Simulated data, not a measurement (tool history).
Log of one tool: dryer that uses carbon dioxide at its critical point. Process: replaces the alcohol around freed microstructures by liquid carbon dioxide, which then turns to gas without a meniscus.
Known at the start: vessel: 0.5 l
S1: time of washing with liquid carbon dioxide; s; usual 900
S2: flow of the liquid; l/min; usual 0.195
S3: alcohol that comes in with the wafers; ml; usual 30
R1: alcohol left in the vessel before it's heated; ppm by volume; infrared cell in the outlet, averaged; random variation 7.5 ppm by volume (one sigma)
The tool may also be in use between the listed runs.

| run | day | S1 | S2 | S3 | R1 |
|---|---|---|---|---|---|
| 1 | 0 | 900 | 0.195 | 30 | 404 |
| 2 | 1.354 | 1200 | 0.195 | 30 | 107 |
| 3 | 2.908 | 1200 | 0.195 | 30 | 108 |
| 4 | 4.146 | 1200 | 0.195 | 30 | 116 |
| 5 | 5.492 | 1200 | 0.195 | 30 | 106 |
| 6 | 6.45 | 1200 | 0.195 | 30 | 119 |
| 7 | 8.367 | 1200 | 0.195 | 30 | 134 |
| 8 | 9.838 | 900 | 0.195 | 30 | 505 |
| 9 | 11.196 | 900 | 0.255 | 30 | 161 |
| 10 | 12.496 | 1440 | 0.255 | 30 | 35 |
| 11 | 14.667 | 1440 | 0.255 | 30 | 52 |
| 12 | 16.517 | 840 | 0.195 | 30 | 603 |
| 13 | 17.867 | 900 | 0.195 | 30 | 455 |
| 14 | 19.288 | 900 | 0.195 | 30 | 465 |
| 15 | 21.312 | 900 | 0.195 | 30 | 486 |
| 16 | 22.783 | 900 | 0.195 | 30 | 517 |
| 17 | 24.879 | 1020 | 0.195 | 30 | 301 |
| 18 | 26.212 | 1020 | 0.142 | 101 | 3610 |
| 19 | 27.417 | 1380 | 0.195 | 30 | 99 |
| 20 | 28.558 | 1380 | 0.195 | 30 | 101 |
| 21 | 29.925 | 1020 | 0.143 | 49 | 1399 |
| 22 | 30.867 | 1020 | 0.143 | 49 | 1437 |
| 23 | 32.317 | 600 | 0.164 | 40 | 4749 |
| 24 | 34.329 | 600 | 0.164 | 40 | 4906 |
| 25 | 36.112 | 900 | 0.166 | 54 | 1632 |
| 26 | 38.188 | 900 | 0.122 | 35 | 3052 |
| 27 | 40.133 | 540 | 0.119 | 91 | 29292 |
| 28 | 41.712 | 900 | 0.189 | 46 | 934 |
| 29 | 42.779 | 900 | 0.189 | 46 | 932 |
| 30 | 44.054 | 900 | 0.189 | 46 | 748 |
| 31 | 46.121 | 1440 | 0.195 | 30 | 102 |
| 32 | 47.512 | 840 | 0.121 | 73 | 7496 |
| 33 | 49.404 | 1200 | 0.327 | 73 | 7 |
| 34 | 51.142 | 840 | 0.142 | 39 | 2668 |

Not shown: 4 entries that the log had between the listed runs. Between which runs, and how does the tool's hidden state differ before and after?
Between runs 10 and 11: inlet filter changed (day 14.517)
  flow that reaches the vessel past the clogged filter, %: 94.6 -> 99.6; alcohol in the recycled carbon dioxide, ppm: 42.4 -> 45.5
  measured less the result without the state, R1: +35 -> +40 ppm by volume
Between runs 20 and 21: inlet filter changed (day 28.988)
  flow that reaches the vessel past the clogged filter, %: 94.1 -> 99.6; alcohol in the recycled carbon dioxide, ppm: 64.2 -> 65.9
  measured less the result without the state, R1: +73 -> +83 ppm by volume
Between runs 29 and 30: inlet filter changed (day 43.525)
  flow that reaches the vessel past the clogged filter, %: 94.6 -> 99.7; alcohol in the recycled carbon dioxide, ppm: 83.7 -> 85.3
  measured less the result without the state, R1: +280 -> +90 ppm by volume
Between runs 32 and 33: purifier's bed changed (day 47.733)
  flow that reaches the vessel past the clogged filter, %: 98.3 -> 97.7; alcohol in the recycled carbon dioxide, ppm: 90.1 -> 7.3
  measured less the result without the state, R1: +454 -> +3 ppm by volume
